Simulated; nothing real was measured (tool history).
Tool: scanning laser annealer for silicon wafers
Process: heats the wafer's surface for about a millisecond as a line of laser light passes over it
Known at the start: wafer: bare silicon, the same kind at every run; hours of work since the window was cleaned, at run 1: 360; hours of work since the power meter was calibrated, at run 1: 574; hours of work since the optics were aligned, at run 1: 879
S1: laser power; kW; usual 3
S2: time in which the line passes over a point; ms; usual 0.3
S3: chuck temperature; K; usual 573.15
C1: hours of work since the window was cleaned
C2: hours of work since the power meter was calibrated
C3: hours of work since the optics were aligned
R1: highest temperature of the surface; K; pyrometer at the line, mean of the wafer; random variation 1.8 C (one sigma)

| run | hour | S1 | S2 | S3 | C1 | C2 | C3 | R1 |
|---|---|---|---|---|---|---|---|---|
| 1 | 0 | 3 | 0.3 | 573.15 | 360 | 574 | 879 | 1322.15 |
| 2 | 62.8 | 3 | 0.3 | 573.15 | 388 | 602 | 907 | 1319.15 |
| 3 | 156.9 | 3 | 0.3 | 573.15 | 430 | 644 | 949 | 1317.15 |
| 4 | 209.2 | 2.775 | 0.3 | 573.15 | 453 | 667 | 972 | 1259.15 |
| 5 | 292 | 2.775 | 0.3 | 573.15 | 490 | 704 | 1009 | 1258.15 |
| 6 | 338.2 | 2.775 | 0.3 | 573.15 | 510 | 725 | 1029 | 1257.15 |
|  | 395.7 | window over the wafer cleaned |
| 7 | 399.3 | 3.056 | 0.3 | 573.15 | 2 | 751 | 1055 | 1324.15 |
| 8 | 460.9 | 3 | 0.309 | 573.15 | 29 | 778 | 1083 | 1317.15 |
| 9 | 547.8 | 3 | 0.279 | 598.15 | 68 | 817 | 1122 | 1305.15 |
| 10 | 638 | 3 | 0.261 | 573.15 | 108 | 857 | 1162 | 1257.15 |
| 11 | 700.9 | 3 | 0.261 | 573.15 | 136 | 885 | 1190 | 1258.15 |
| 12 | 796.1 | 3.026 | 0.289 | 535.15 | 178 | 927 | 1232 | 1255.15 |
|  | 852.5 | window over the wafer cleaned, once more |
| 13 | 884.4 | 3.054 | 0.332 | 604.15 | 14 | 966 | 1270 | 1408.15 |
| 14 | 950.4 | 2.822 | 0.332 | 604.15 | 44 | 995 | 1300 | 1347.15 |
| 15 | 1016.5 | 2.822 | 0.224 | 604.15 | 73 | 1025 | 1329 | 1223.15 |

Forecast each of these 4 alternatives for the next run:
| A | 1094.1 | 3.115 | 0.286 | 546.15 | 107 | 1059 | 1364 | ? |
| B | 1094.1 | 3.229 | 0.257 | 586.15 | 107 | 1059 | 1364 | ? |
| C | 1094.1 | 2.822 | 0.246 | 604.15 | 107 | 1059 | 1364 | ? |
| D | 1094.1 | 2.834 | 0.3 | 573.15 | 107 | 1059 | 1364 | ? |

| run | R1 |
|---|---|
| A | 1308.15 |
| B | 1339.15 |
| C | 1247.15 |
| D | 1284.15 |
Without the tool's hidden state the same runs would have given:
| run | R1 |
|---|---|
| A | 1326.15 |
| B | 1357.15 |
| C | 1262.15 |
| D | 1301.15 |

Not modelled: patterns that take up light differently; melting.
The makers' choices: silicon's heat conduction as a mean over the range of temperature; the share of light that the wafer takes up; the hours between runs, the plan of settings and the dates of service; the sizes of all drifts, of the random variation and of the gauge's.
